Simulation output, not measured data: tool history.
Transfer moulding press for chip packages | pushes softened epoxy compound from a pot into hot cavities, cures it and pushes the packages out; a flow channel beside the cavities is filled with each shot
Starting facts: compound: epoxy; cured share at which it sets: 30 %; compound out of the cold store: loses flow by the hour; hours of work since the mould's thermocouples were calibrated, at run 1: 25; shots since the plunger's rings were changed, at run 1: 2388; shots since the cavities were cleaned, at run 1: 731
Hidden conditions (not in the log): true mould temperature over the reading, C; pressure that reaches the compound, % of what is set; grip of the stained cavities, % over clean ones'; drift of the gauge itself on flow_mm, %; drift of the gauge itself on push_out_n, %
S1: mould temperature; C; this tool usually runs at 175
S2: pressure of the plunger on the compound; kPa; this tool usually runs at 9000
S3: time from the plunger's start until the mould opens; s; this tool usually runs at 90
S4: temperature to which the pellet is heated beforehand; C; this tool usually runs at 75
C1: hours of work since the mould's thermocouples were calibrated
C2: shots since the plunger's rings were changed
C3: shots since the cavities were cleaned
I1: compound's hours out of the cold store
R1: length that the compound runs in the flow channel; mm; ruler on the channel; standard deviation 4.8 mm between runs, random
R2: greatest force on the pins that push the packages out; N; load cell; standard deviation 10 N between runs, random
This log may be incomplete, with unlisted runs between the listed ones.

run	day	S1	S2	S3	S4	C1	C2	C3	I1	R1	R2
1	0	175	9000	90	75	25	2388	731	40	514	883
# day 1.3: cavities cleaned with cleaning compound and waxed
2	1.379	175	9000	90	75	42	2711	20	31.2	550	493
3	2.325	175	9000	90	75	54	2942	251	22.7	572	742
4	3.362	173	9000	90	75	68	3197	506	42.6	511	949
5	4.025	173	9000	90	75	76	3360	669	30.2	544	1025
6	4.825	175	9000	90	71	87	3556	865	12	601	1008
# day 5.517: cavities cleaned with cleaning compound and waxed
7	5.517	175	9000	90	71	95	3710	0	12.9	602	502
8	6.3	175	9000	90	71	105	3903	193	33.8	521	694
9	7.2	175	9000	90	71	116	4124	414	29	537	818
10	8.292	175	9000	90	71	131	4392	682	29.1	541	917
11	9.429	175	9000	90	71	145	4671	961	35	512	928
# day 9.767: cavities cleaned with cleaning compound and waxed
# day 10.221: plunger's sealing rings changed
12	10.412	175	9000	90	71	156	47	133	14.1	629	677
13	11.817	175	9000	129	75	174	391	477	34.8	555	650
14	12.779	175	9000	129	69	186	627	713	38	538	705
15	13.575	175	9000	90	75	197	822	908	46.2	508	908
# day 14.083: cavities cleaned with cleaning compound and waxed
16	14.242	175	9000	90	75	204	970	39	25.6	574	533
17	14.838	175	9000	90	75	212	1117	186	25.9	572	658
18	16.012	175	6910	93	75	227	1405	474	14.5	538	846
19	17.188	175	9000	77	69	242	1693	762	33.9	542	1324
# day 18.325: cavities cleaned with cleaning compound and waxed
20	18.483	175	9000	77	69	258	1996	39	41.3	520	723
21	19.812	175	9000	77	69	276	2323	366	28.6	558	1180
22	21.217	167	9320	112	68	294	2666	709	38.4	546	1059
23	22.154	167	9320	112	68	306	2897	940	10.4	646	1196
# day 22.558: cavities cleaned with cleaning compound and waxed
24	23.35	176	9000	83	75	320	3175	194	37	526	738
25	24.617	176	9000	83	75	337	3486	505	8.6	614	1057
26	26.05	175	9330	90	75	355	3838	857	18.7	590	983
# day 26.775: cavities cleaned with cleaning compound and waxed
27	27.067	175	9330	90	75	368	4071	71	31.5	537	588
28	28.046	175	9330	90	75	380	4312	312	12.4	594	821
29	28.879	169	9000	90	84	391	4517	517	30	542	1348

Forecast each of these 3 alternatives for the next run:
A	29.883	178	8100	90	75	404	4763	763	35.1	?	?
B	29.883	169	10500	90	84	404	4763	763	31.3	?	?
C	29.883	174	9000	90	65	404	4763	763	37.8	?	?

run	R1	R2
A	484	807
B	580	1417
C	514	1003
Stripped of hidden state, with their random variation kept, the same runs would have yielded:
run	R1	R2
A	527	397
B	631	691
C	560	490
